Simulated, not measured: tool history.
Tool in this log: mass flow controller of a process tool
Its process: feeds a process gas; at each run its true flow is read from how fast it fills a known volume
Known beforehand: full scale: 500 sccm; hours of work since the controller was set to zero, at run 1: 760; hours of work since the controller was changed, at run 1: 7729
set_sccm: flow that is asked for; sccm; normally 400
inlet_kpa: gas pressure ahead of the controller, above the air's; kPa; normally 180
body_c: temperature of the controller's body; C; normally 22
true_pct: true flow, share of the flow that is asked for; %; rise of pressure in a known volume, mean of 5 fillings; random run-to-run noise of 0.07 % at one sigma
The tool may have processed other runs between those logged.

run,hour,set_sccm,inlet_kpa,body_c,hours of work since the controller was set to zero,hours of work since the controller was changed,true_pct
1,0.0,400,180,22,760,7729,100.55
2,284.6,400,180,22,891,7860,100.54
3,506.9,400,180,22,993,7962,100.67
4,865.4,400,180,22,1159,8128,100.65
5,1245.6,400,180,22,1334,8303,100.74
6,1664.1,400,180,22,1527,8496,100.71
7,2150.3,400,180,22,1751,8720,100.71
8,2414.3,400,180,22,1873,8842,100.65
9,2797.7,400,180,22,2050,9019,100.79
10,3248.3,400,196,22,2257,9226,100.93
11,3474.1,400,199,22,2361,9331,100.77
12,3934.7,134,180,22,2574,9543,99.08
# hour 4115.0: controller exchanged for a calibrated one
13,4373.4,134,180,22,119,119,98.11
14,4605.2,134,180,22,226,226,98.04
15,4931.2,400,180,22,376,376,99.17
16,5187.1,400,166,22,494,494,99.16
17,5649.6,400,180,22,708,708,99.26
18,5884.8,143,180,22,816,816,98.04
19,6174.0,360,161,23,949,949,98.93
20,6447.4,347,187,29,1076,1076,99.64
21,6931.6,347,187,29,1299,1299,99.85
22,7228.3,275,275,35,1436,1436,100.27
23,7556.1,275,275,35,1587,1587,100.36
24,7798.2,127,180,25,1698,1698,97.98
25,8249.3,127,180,25,1906,1906,98.06
26,8647.6,82,152,22,2090,2090,96.92
27,9088.8,400,160,37,2293,2293,100.44
28,9586.8,400,160,37,2523,2523,100.44
29,10037.8,80,148,26,2731,2731,96.94
30,10354.7,77,180,29,2877,2877,97.25
31,10614.2,118,151,29,2997,2997,97.98
32,10842.8,73,149,40,3102,3102,97.84
33,11287.9,147,180,40,3307,3307,99.40
34,11575.9,228,261,29,3440,3440,99.61
35,12081.2,80,180,22,3673,3673,96.49
36,12582.4,400,180,40,3904,3904,101.16

A few steps of true_pct between consecutive runs. Split each: what settings, incoming material and random variation would produce without the hidden state, and what is left over for the hidden state, along with gauge scatter present in only one of the two compared results (measured, and without hidden state):
Hidden state at play: flow at rest that the sensor doesn't see, % of full scale; true flow over the shown one, %; drift of the gauge itself on true_pct, %.
Run 26 -> 27: set_sccm 82 -> 400, inlet_kpa 152 -> 160, body_c 22 -> 37. true_pct +3.52 %: hidden state +1.06, all else +2.46.
Run 28 -> 29: set_sccm 400 -> 80, inlet_kpa 160 -> 148, body_c 37 -> 26. true_pct -3.50 %: hidden state -1.36, all else -2.14.
Run 34 -> 35: set_sccm 228 -> 80, inlet_kpa 261 -> 180, body_c 29 -> 22. true_pct -3.12 %: hidden state -1.50, all else -1.62.
Run 35 -> 36: set_sccm 80 -> 400, body_c 22 -> 40. true_pct +4.67 %: hidden state +1.87, all else +2.80.
